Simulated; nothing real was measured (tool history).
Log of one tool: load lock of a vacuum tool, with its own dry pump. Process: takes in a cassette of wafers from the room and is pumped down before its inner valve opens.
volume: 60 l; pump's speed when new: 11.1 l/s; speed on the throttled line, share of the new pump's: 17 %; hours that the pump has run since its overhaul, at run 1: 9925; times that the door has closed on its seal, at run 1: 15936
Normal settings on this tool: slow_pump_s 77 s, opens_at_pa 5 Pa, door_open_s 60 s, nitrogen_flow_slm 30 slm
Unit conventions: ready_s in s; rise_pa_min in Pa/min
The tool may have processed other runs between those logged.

run      day  slow_pump_s  opens_at_pa  door_open_s  nitrogen_flow_slm  hours that the pump has run since its overhaul  times that the door has closed on its seal  incoming humidity of the room's air, %  ready_s  rise_pa_min
  1        0           77            5           60                 30                                            9925                                       15936                                    49.6    121.6        0.087
  2    4.554           77            5           60                 30                                           10035                                       16196                                    46.7    121.5        0.088
  3   12.038           77            5           60                 30                                           10214                                       16623                                    44.9    122.1        0.087
  4    18.25           77            5           60                 30                                           10363                                       16977                                      46    122.6        0.092
  5   22.062           77            8           60                 30                                           10455                                       17194                                    43.9    119.6        0.095
  6   28.704           77            5           60                 30                                           10614                                       17573                                      45    122.2        0.094
  7   36.325           77            5           60                 30                                           10797                                       18008                                    45.5    122.6        0.096
  8   43.104           77            5           60                 30                                           10960                                       18395                                    48.8    122.3        0.097
  9   50.879           77            5           60                 30                                           11146                                       18838                                    46.5    122.6        0.097
 10   54.662           77            5           60                 30                                           11237                                       19054                                    50.2    122.3        0.102
 11   62.471           77            5           60                 30                                           11425                                       19499                                    46.1    122.5        0.102
 12   67.158           77            5           60                 30                                           11537                                       19767                                    47.9    122.4        0.102
 13     72.8           77            5           60                 30                                           11672                                       20089                                    42.2    122.5        0.105
 14   77.375           77            5           60                 30                                           11782                                       20350                                    42.6    123.2        0.112
 15   84.325           38            5           60                 30                                           11949                                       20746                                    42.3     91.5        0.112
 16   90.262           38            5           60                 30                                           12092                                       21085                                    46.3     91.1         0.11
 17   99.029           77            5           60                 30                                           12302                                       21585                                    51.5      123        0.118
 18      106           77            5           60                 30                                           12469                                       21983                                    45.1    123.2        0.117
 19  109.688           77            5           60                 30                                           12558                                       22193                                    44.4    122.3        0.118
 20  117.108          129            5           60                 30                                           12736                                       22616                                    43.8    164.5        0.117
 21  126.083          129            5           60                 30                                           12951                                       23128                                    48.9    165.7        0.125
 22  132.625           99            7           60                 43                                           13108                                       23501                                    46.3    138.6        0.123
 23  141.267           97            6           52                 43                                           13316                                       23994                                    45.6    138.5        0.126
 24  149.796           97            9           52                 18                                           13520                                       24481                                    45.6      136        0.135
 25  153.612           77            5           29                 30                                           13612                                       24698                                    41.2      123        0.123
 26  161.971           77            6          125                  6                                           13813                                       25175                                    46.6    122.6          0.2
 27  168.625           77            6          125                  6                                           13972                                       25555                                    45.1    122.4        0.203
 28  175.958           77            8           60                 30                                           14148                                       25973                                      47    120.5        0.142

Forecast run 29:
 29  180.371           46            9           37                 39                                           14254                                       26225                                    43.9        ?            ?

ready_s: 95 s
rise_pa_min: 0.127 Pa/min
Take away the tool's hidden state, keep the run-to-run variation as it was, and the same run would have given ready_s 89.2 s, rise_pa_min 0.007 Pa/min.

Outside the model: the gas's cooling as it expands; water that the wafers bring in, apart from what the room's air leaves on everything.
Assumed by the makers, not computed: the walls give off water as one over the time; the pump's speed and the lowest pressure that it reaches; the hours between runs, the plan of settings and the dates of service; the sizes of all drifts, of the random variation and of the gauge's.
